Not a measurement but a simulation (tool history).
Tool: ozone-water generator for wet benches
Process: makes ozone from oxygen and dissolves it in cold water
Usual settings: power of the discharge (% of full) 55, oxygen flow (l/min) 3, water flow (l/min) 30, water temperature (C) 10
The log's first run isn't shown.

run,hour,power of the discharge (% of full),oxygen flow (l/min),water flow (l/min),water temperature (C),hours of work since the electrodes were changed,hours of work since the contactor was cleaned,hours of work since the thermometer was calibrated,dissolved ozone (ppm),ozone in the gas ahead of the water (g/m3)
2,87.7,55,3,30,10,2584,546,546,11.7,188.8
3,240,55,3,30,10,2693,656,656,11.8,187.3
4,404.5,55,3,30,10,2812,774,774,11.7,189.9
5,476.4,55,3,30,10,2863,826,826,11.7,189.2
6,625.3,55,3,30,10,2970,933,933,11.6,189.4
7,696,55,3,30,10,3021,983,983,11.7,187.5
8,833.2,55,3,30,10,3120,1082,1082,11.6,188.1
9,910.5,55,3,30,10,3175,1138,1138,11.7,189.9
10,1013,55,3,30,10,3249,1211,1211,11.8,189
11,1084.4,55,3,30,10,3300,1263,1263,11.8,189
12,1227.8,55,3.91,30,10,3403,1366,1366,12,158.1
13,1325.2,55,3.91,30,11,3473,1436,1436,12,157.9
14,1481.9,55,3,30,10,3586,1548,1548,11.4,188.6
15,1612.7,55,3,30,10,3680,1642,1642,11.4,190.3
16,1701,55,3,30,10,3743,1706,1706,11.6,187.8
17,1811.4,43,3.33,28,6,3823,1785,1785,10.5,141.1
18,1937.7,65,4.41,28,6,3914,1876,1876,15.6,170
19,2043.3,98,4.41,28,6,3989,1952,1952,22.6,244.1
20,2164.1,55,3.74,24,10,4076,2039,2039,15,163.1
21,2277.5,55,4.67,36,10,4158,2120,2120,9.8,139.9
22,2354.6,55,4.67,36,8,4213,2176,2176,10.1,139.9
23,2433.7,55,4.67,36,8,4270,2232,2232,10.3,140.8
24,2598.8,89,3,30,11,4389,2351,2351,17.8,287.3

Run 25 comes next. What will it give?
25,2738.4,89,3,30,11,4489,2451,2451,?,?

{"run 25": {"dissolved ozone (ppm)": 17.5, "ozone in the gas ahead of the water (g/m3)": 288.5}}
Without the tool's hidden state the same run would have given dissolved ozone (ppm) 17.5, ozone in the gas ahead of the water (g/m3) 289.1.
